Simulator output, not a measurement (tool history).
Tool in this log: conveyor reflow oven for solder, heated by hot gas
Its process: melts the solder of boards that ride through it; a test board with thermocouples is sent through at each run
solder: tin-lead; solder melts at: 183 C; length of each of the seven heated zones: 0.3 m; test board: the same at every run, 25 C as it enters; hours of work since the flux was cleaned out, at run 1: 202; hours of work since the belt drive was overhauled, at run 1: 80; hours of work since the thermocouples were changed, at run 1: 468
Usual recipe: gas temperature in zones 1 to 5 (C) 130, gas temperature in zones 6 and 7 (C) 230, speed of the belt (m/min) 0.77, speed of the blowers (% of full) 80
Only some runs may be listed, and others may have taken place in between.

run     day  gas temperature in zones 1 to 5 (C)  gas temperature in zones 6 and 7 (C)  speed of the belt (m/min)  speed of the blowers (% of full)  hours of work since the flux was cleaned out  hours of work since the belt drive was overhauled  hours of work since the thermocouples were changed  highest temperature of the board (C)  time above the solder's melting point (s)
  1       0                                  130                                   230                       0.77                                80                                           202                                                 80                                                 468                                 209.8                                       28.5
  2   0.579                                  133                                   230                       0.77                                80                                           209                                                 87                                                 475                                 210.2                                       29.7
  3   1.383                                  133                                   230                       0.77                                80                                           218                                                 97                                                 484                                 210.2                                       29.5
      2.208  -- flux residue cleaned out of gas plates and filters
  4   2.362                                  130                                   230                       0.77                                80                                             2                                                106                                                 494                                 211.2                                       29.7
  5    3.05                                  130                                   230                       0.77                                80                                            10                                                114                                                 502                                 211.1                                       29.7
  6   3.688                                  130                                   230                       0.77                                80                                            18                                                122                                                 509                                   211                                       29.6
  7   4.421                                  130                                   230                      0.741                                80                                            26                                                130                                                 518                                 212.3                                       31.7
  8   5.367                                  130                                   230                       0.77                                80                                            37                                                142                                                 529                                 211.1                                       29.8
  9   6.188                                  130                                   230                       0.77                                80                                            47                                                151                                                 539                                 211.2                                       29.8
 10   6.912                                  130                                   230                       0.77                                80                                            56                                                160                                                 547                                 211.1                                       29.8
 11   7.404                                  130                                   230                       0.77                                80                                            62                                                166                                                 553                                 210.9                                       29.8
 12   8.296                                  130                                   230                       0.77                                80                                            72                                                176                                                 564                                 211.2                                       29.7
 13   9.412                                  138                                   230                       0.77                                80                                            85                                                190                                                 577                                 212.4                                       32.3
 14  10.192                                  130                                   230                       0.77                                80                                            95                                                199                                                 586                                 210.8                                       29.5
 15  11.258                                  130                                   230                       0.77                                80                                           107                                                211                                                 599                                 210.8                                       29.6

What does the tool deliver on the next run?
 16  12.288                                  130                                   230                       0.77                                80                                           120                                                224                                                 611                                     ?                                          ?

highest temperature of the board (C): 211.1
time above the solder's melting point (s): 29.5
The same run, on a tool lacking any hidden state, would have yielded highest temperature of the board (C) 209.9, time above the solder's melting point (s) 28.9.
